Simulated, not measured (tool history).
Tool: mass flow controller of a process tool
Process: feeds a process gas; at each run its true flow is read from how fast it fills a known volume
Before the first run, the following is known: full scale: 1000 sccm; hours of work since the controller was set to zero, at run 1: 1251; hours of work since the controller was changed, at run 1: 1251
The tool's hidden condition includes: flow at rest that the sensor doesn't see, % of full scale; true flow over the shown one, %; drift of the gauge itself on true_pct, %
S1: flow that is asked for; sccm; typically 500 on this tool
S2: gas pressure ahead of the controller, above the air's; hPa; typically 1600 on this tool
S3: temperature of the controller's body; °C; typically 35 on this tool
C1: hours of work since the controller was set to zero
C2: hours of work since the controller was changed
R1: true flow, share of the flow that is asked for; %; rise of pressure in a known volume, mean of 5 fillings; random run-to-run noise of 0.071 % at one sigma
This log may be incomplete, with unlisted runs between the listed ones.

run	hour	S1	S2	S3	C1	C2	R1
1	0	500	1600	35	1251	1251	100.95
2	293.4	500	1600	35	1371	1371	101.18
3	572.4	500	1600	35	1485	1485	101.07
4	786.3	500	1600	35	1573	1573	101.16
5	977.3	500	1600	35	1651	1651	101.27
6	1205.3	500	1600	35	1745	1745	101.35
7	1479.9	500	1600	35	1858	1858	101.49
8	1767.6	500	1600	35	1975	1975	101.48
9	1936.7	500	1600	35	2045	2045	101.6
10	2293.9	444	1600	35	2191	2191	101.7
11	2496.8	444	1600	35	2274	2274	101.84
12	2702.5	444	1600	35	2359	2359	101.92
13	3093.4	444	1600	35	2519	2519	102.04
14	3440.7	444	1600	35	2662	2662	102.13
15	3801.7	444	1600	35	2810	2810	102.26

For run 16, what comes out?
16	4021.3	434	2650	38	2900	2900	?

R1: 101.78 %
With the hidden condition absent and the run-to-run variation left alone, this run would have shown R1 99.48 %.
